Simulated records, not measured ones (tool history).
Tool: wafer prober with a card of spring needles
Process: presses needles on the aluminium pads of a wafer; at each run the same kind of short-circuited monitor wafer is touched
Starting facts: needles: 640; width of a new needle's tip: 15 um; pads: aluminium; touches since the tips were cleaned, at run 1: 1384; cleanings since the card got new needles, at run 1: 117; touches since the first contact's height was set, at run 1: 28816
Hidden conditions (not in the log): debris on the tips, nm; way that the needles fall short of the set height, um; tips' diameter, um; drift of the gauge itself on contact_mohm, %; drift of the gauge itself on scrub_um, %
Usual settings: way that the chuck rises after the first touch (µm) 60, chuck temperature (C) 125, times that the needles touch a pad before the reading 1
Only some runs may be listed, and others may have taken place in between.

| run | day | way that the chuck rises after the first touch (µm) | chuck temperature (C) | times that the needles touch a pad before the reading | touches since the tips were cleaned | cleanings since the card got new needles | touches since the first contact's height was set | resistance of one needle with its contact and lead (mohm) | way that a needle slides on the pad (µm) |
|---|---|---|---|---|---|---|---|---|---|
| 1 | 0 | 60 | 125 | 1 | 1384 | 117 | 28816 | 260 | 7.43 |
|  | 0.188 | tips cleaned on abrasive film |
|  | 0.633 | tips cleaned on abrasive film |
| 2 | 0.9 | 53 | 125 | 1 | 1355 | 119 | 33315 | 265 | 6.59 |
|  | 1.121 | tips cleaned on abrasive film |
|  | 1.617 | tips cleaned on abrasive film |
| 3 | 1.912 | 53 | 125 | 1 | 1490 | 121 | 38384 | 268 | 6.56 |
|  | 2.112 | tips cleaned on abrasive film |
|  | 2.6 | tips cleaned on abrasive film |
| 4 | 2.854 | 53 | 125 | 1 | 1293 | 123 | 43088 | 265 | 6.57 |
|  | 3.117 | tips cleaned on abrasive film |
|  | 3.588 | tips cleaned on abrasive film |
| 5 | 3.588 | 53 | 55 | 1 | 0 | 125 | 46751 | 242 | 6.58 |
|  | 4.088 | tips cleaned on abrasive film |
|  | 4.533 | tips cleaned on abrasive film |
|  | 5.033 | tips cleaned on abrasive film |
| 6 | 5.146 | 53 | 55 | 1 | 573 | 128 | 54540 | 242 | 6.65 |
|  | 5.508 | tips cleaned on abrasive film |
| 7 | 5.942 | 53 | 55 | 1 | 2179 | 129 | 58527 | 242 | 6.65 |
|  | 6.054 | tips cleaned on abrasive film |
|  | 6.529 | tips cleaned on abrasive film |
|  | 7.033 | tips cleaned on abrasive film |
| 8 | 7.112 | 53 | 55 | 1 | 392 | 132 | 64377 | 247 | 6.62 |
|  | 7.554 | tips cleaned on abrasive film |
| 9 | 7.8 | 60 | 37 | 1 | 1254 | 133 | 67827 | 234 | 7.53 |
|  | 8.008 | tips cleaned on abrasive film |
|  | 8.533 | tips cleaned on abrasive film |
|  | 8.992 | tips cleaned on abrasive film |
| 10 | 9.238 | 60 | 37 | 1 | 1228 | 136 | 75006 | 235 | 7.42 |
|  | 9.521 | tips cleaned on abrasive film |
|  | 9.992 | tips cleaned on abrasive film |
| 11 | 9.992 | 60 | 37 | 1 | 0 | 138 | 78780 | 235 | 7.53 |
|  | 10.517 | tips cleaned on abrasive film |
| 12 | 10.742 | 60 | 110 | 1 | 1126 | 139 | 82528 | 254 | 7.57 |
|  | 10.962 | tips cleaned on abrasive film |
|  | 11.433 | tips cleaned on abrasive film |
|  | 11.917 | tips cleaned on abrasive film |
|  | 12.204 | height of the first contact set anew |
| 13 | 12.283 | 60 | 110 | 1 | 1778 | 142 | 392 | 258 | 7.52 |
|  | 12.396 | tips cleaned on abrasive film |
|  | 12.875 | tips cleaned on abrasive film |
| 14 | 13.229 | 60 | 40 | 1 | 1792 | 144 | 5124 | 237 | 7.52 |
|  | 13.417 | tips cleaned on abrasive film |
|  | 13.867 | tips cleaned on abrasive film |
| 15 | 14.05 | 51 | 40 | 1 | 925 | 146 | 9218 | 240 | 6.32 |
|  | 14.312 | tips cleaned on abrasive film |
|  | 14.821 | tips cleaned on abrasive film |
| 16 | 14.838 | 51 | 40 | 1 | 96 | 148 | 13156 | 242 | 6.27 |
|  | 15.354 | tips cleaned on abrasive film |
|  | 15.854 | tips cleaned on abrasive film |
| 17 | 15.883 | 51 | 40 | 1 | 145 | 150 | 18386 | 243 | 6.35 |
|  | 16.362 | tips cleaned on abrasive film |
| 18 | 16.729 | 67 | 125 | 2 | 1847 | 151 | 22633 | 259 | 8.46 |
|  | 16.812 | tips cleaned on abrasive film |
|  | 17.3 | tips cleaned on abrasive film |
|  | 17.788 | tips cleaned on abrasive film |
|  | 18.25 | tips cleaned on abrasive film |
| 19 | 18.25 | 71 | 121 | 2 | 0 | 155 | 30215 | 254 | 8.9 |
|  | 18.729 | tips cleaned on abrasive film |
|  | 19.229 | tips cleaned on abrasive film |
| 20 | 19.417 | 55 | 102 | 1 | 963 | 157 | 36065 | 252 | 6.9 |
|  | 19.696 | tips cleaned on abrasive film |
|  | 20.133 | tips cleaned on abrasive film |
|  | 20.596 | tips cleaned on abrasive film |
| 21 | 20.788 | 50 | 53 | 3 | 951 | 160 | 42897 | 249 | 6.3 |
|  | 21.062 | tips cleaned on abrasive film |
|  | 21.562 | tips cleaned on abrasive film |
|  | 22.008 | tips cleaned on abrasive film |
| 22 | 22.008 | 76 | 51 | 2 | 0 | 163 | 49011 | 236 | 9.52 |
|  | 22.496 | tips cleaned on abrasive film |
|  | 22.938 | tips cleaned on abrasive film |
| 23 | 22.975 | 76 | 110 | 1 | 193 | 165 | 53834 | 247 | 9.41 |
|  | 23.454 | tips cleaned on abrasive film |
| 24 | 23.758 | 76 | 110 | 1 | 1543 | 166 | 57770 | 249 | 9.6 |
|  | 23.979 | tips cleaned on abrasive film |
|  | 24.438 | tips cleaned on abrasive film |
|  | 24.979 | tips cleaned on abrasive film |
| 25 | 25.188 | 76 | 110 | 1 | 1051 | 169 | 64912 | 248 | 9.45 |
|  | 25.467 | tips cleaned on abrasive film |
|  | 25.929 | tips cleaned on abrasive film |
| 26 | 26.046 | 60 | 97 | 1 | 573 | 171 | 69190 | 253 | 7.53 |
|  | 26.408 | tips cleaned on abrasive film |
| 27 | 26.733 | 60 | 97 | 1 | 1640 | 172 | 72639 | 253 | 7.49 |

Estimate the outcome of run 28 from the log above:
|  | 26.929 | tips cleaned on abrasive film |
|  | 27.454 | tips cleaned on abrasive film |
|  | 27.933 | tips cleaned on abrasive film |
| 28 | 28.308 | 57 | 60 | 2 | 1894 | 175 | 80521 | ? | ? |

{"run 28": {"resistance of one needle with its contact and lead (mohm)": 245, "way that a needle slides on the pad (µm)": 7.09}}
Had the tool carried no hidden state, the very same run would have given resistance of one needle with its contact and lead (mohm) 244, way that a needle slides on the pad (µm) 7.09.
